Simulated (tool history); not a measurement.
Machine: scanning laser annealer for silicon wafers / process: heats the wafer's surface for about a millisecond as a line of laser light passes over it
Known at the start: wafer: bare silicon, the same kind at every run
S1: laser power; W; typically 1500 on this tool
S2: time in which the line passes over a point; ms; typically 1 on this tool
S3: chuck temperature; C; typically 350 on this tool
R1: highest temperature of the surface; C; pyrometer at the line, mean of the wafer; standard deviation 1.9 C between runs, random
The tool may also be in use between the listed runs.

run     day    S1    S2   S3    R1
  1       0  1500     1  350  1042
  2   0.488  1500     1  350  1045
  3   1.004  1500  1.12  350  1084
  4   1.617  1500  1.12  350  1081
  5   1.917  1500  1.12  350  1081
  6   2.221  1500  1.12  350  1077
  7   2.862  1500  1.12  350  1080
  8   3.404  1500  1.12  350  1078
  9   3.917  1500  1.12  350  1075
 10   4.283  1500     1  350  1041
 11   4.812  1500     1  324  1008
 12    5.45  1500     1  324  1010
 13   5.896  1500     1  350  1036
 14   6.538  1500     1  350  1036
 15   7.096  1500     1  350  1033
 16   7.412  1336     1  350   938
 17   7.967  1500     1  350  1029
 18   8.379  1500  0.89  350   996
 19   8.675  1500  0.86  350   985
 20   9.279  1500  0.86  350   985
 21   9.775  1470   0.8  319   913
 22  10.371  1470   0.8  319   912
 23      11  1510  0.73  382   970
 24  11.671  1510  0.73  382   966
 25  12.254  1315  1.16  312   925
 26  12.742  1315  1.16  312   924
 27    13.1  1315  1.21  321   945
 28  13.417  1315  1.21  321   945
     14.138  -- window over the wafer cleaned
 29  14.217  1560  1.05  318  1082
 30  14.704  1587  0.95  318  1062
 31  15.354  1496  1.16  323  1076
 32      16  1617  1.16  358  1191
 33  16.617  1617  1.16  358  1188
 34  16.983  1617  1.16  358  1192
 35   17.55  1617  1.16  358  1187
 36  18.025  1318  0.89  350   913
 37  18.462  1500  1.07  314  1039

Forecast each of these 4 alternatives for the next run:
  A  19.1  1500  1.07  381   ?
  B  19.1  1587  1.07  357   ?
  C  19.1  1622  1.06  379   ?
  D  19.1  1395  0.91  314   ?

run    R1
  A  1108
  B  1135
  C  1173
  D   925
What these runs would have given with no unlogged condition in the tool:
run    R1
  A  1144
  B  1175
  C  1213
  D   956
